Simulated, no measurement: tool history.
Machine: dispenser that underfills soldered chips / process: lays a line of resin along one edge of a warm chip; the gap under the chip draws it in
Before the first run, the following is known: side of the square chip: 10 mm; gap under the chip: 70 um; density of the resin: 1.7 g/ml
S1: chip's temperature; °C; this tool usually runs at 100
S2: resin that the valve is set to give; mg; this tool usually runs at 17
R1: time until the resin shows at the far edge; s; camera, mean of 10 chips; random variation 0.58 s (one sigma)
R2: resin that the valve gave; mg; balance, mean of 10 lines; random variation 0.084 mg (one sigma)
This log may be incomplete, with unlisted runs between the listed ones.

| run | hour | S1 | S2 | R1 | R2 |
|---|---|---|---|---|---|
| 1 | 0 | 100 | 17 | 72.5 | 16.62 |
|  | 4.3 | new syringe of resin |
|  | 14.2 | new syringe of resin |
| 2 | 14.6 | 100 | 15.5 | 52.2 | 15.08 |
|  | 24.1 | new syringe of resin |
| 3 | 28 | 100 | 15.5 | 64.1 | 15.02 |
|  | 33.7 | new syringe of resin |
|  | 43.2 | new syringe of resin |
| 4 | 44 | 100 | 17.1 | 52.8 | 16.58 |
|  | 53.2 | new syringe of resin |
| 5 | 60.2 | 100 | 17.1 | 77.8 | 16.23 |
|  | 63.1 | new syringe of resin |
|  | 72.6 | new syringe of resin |
| 6 | 72.6 | 100 | 16.2 | 52.1 | 15.15 |
|  | 82 | new syringe of resin |
| 7 | 82.7 | 100 | 16.2 | 53.7 | 14.96 |
|  | 91.4 | new syringe of resin |
| 8 | 95.6 | 100 | 16.2 | 66.7 | 14.91 |
|  | 101.4 | new syringe of resin |
| 9 | 107.9 | 100 | 16.2 | 74.9 | 14.86 |
|  | 111.4 | new syringe of resin |
| 10 | 117.5 | 100 | 16.2 | 74.3 | 14.67 |
|  | 121.5 | new syringe of resin |
|  | 132 | new syringe of resin |
| 11 | 134 | 111 | 17 | 35.7 | 15.27 |
|  | 142.5 | new syringe of resin |
| 12 | 150.9 | 111 | 17 | 52.5 | 15.13 |
|  | 151.9 | new syringe of resin |
| 13 | 159.9 | 112 | 17 | 48.6 | 14.98 |
|  | 162 | new syringe of resin |
| 14 | 170 | 112 | 17 | 48.6 | 14.93 |
|  | 172 | new syringe of resin |
|  | 182.1 | new syringe of resin |
|  | 186.3 | dispensing valve cleaned and set on the balance |
| 15 | 187 | 112 | 17 | 37.7 | 16.98 |
|  | 193.1 | new syringe of resin |
| 16 | 196.2 | 112 | 17 | 35.7 | 16.86 |
|  | 203.1 | new syringe of resin |
| 17 | 204.1 | 112 | 17 | 31.6 | 16.79 |
|  | 213.3 | new syringe of resin |
| 18 | 219.6 | 112 | 17 | 41.8 | 16.54 |
|  | 223.9 | new syringe of resin |
| 19 | 228.8 | 111 | 21.5 | 39.8 | 21.01 |
|  | 234.1 | new syringe of resin |
|  | 243.6 | new syringe of resin |
| 20 | 244.7 | 100 | 16.6 | 50.9 | 15.95 |
|  | 253.2 | new syringe of resin |
| 21 | 253.2 | 100 | 16.6 | 49.6 | 15.81 |
|  | 263.4 | new syringe of resin |
| 22 | 268.5 | 104 | 18.9 | 53.7 | 17.84 |
|  | 272.9 | new syringe of resin |
|  | 282.5 | new syringe of resin |
| 23 | 283.6 | 100 | 15.1 | 52.5 | 14.18 |
|  | 292.2 | new syringe of resin |
| 24 | 292.7 | 96 | 16.2 | 60.9 | 15.03 |
|  | 302.5 | new syringe of resin |
| 25 | 305.8 | 109 | 17.7 | 39.1 | 16.43 |
|  | 313.1 | new syringe of resin |
|  | 322.8 | new syringe of resin |
| 26 | 322.8 | 90 | 16 | 75.2 | 14.74 |
| 27 | 331.4 | 91 | 18.9 | 113.5 | 17.04 |
|  | 332.9 | new syringe of resin |
| 28 | 339.5 | 114 | 16.6 | 40 | 14.95 |
|  | 342.3 | new syringe of resin |
| 29 | 348.7 | 114 | 16.6 | 39 | 14.96 |
|  | 352.1 | new syringe of resin |
|  | 362.5 | new syringe of resin |
| 30 | 363.6 | 87 | 15.9 | 93.3 | 14.09 |
|  | 371.9 | new syringe of resin |
| 31 | 375.3 | 85 | 16.4 | 116.5 | 14.35 |
|  | 381.8 | new syringe of resin |
| 32 | 385.5 | 85 | 16.4 | 115.2 | 14.34 |
|  | 391.7 | new syringe of resin |
| 33 | 393.8 | 101 | 19.4 | 50.2 | 16.93 |

Each row is a separate what-if for the run after 33, all from the same tool condition, not one after another. Results?
|  | 400.9 | dispensing valve cleaned and set on the balance |
|  | 402.3 | new syringe of resin |
| A | 408.8 | 101 | 16.6 | ? | ? |
|  | 400.9 | dispensing valve cleaned and set on the balance |
|  | 402.3 | new syringe of resin |
| B | 408.8 | 86 | 14.9 | ? | ? |
|  | 400.9 | dispensing valve cleaned and set on the balance |
|  | 402.3 | new syringe of resin |
| C | 408.8 | 95 | 19.2 | ? | ? |

| run | R1 | R2 |
|---|---|---|
| A | 66.6 | 16.5 |
| B | 134 | 14.76 |
| C | 81.8 | 19.16 |
Had the tool no hidden state, the same runs would have come out as:
| run | R1 | R2 |
|---|---|---|
| A | 48.7 | 16.6 |
| B | 98.8 | 14.85 |
| C | 60.1 | 19.27 |

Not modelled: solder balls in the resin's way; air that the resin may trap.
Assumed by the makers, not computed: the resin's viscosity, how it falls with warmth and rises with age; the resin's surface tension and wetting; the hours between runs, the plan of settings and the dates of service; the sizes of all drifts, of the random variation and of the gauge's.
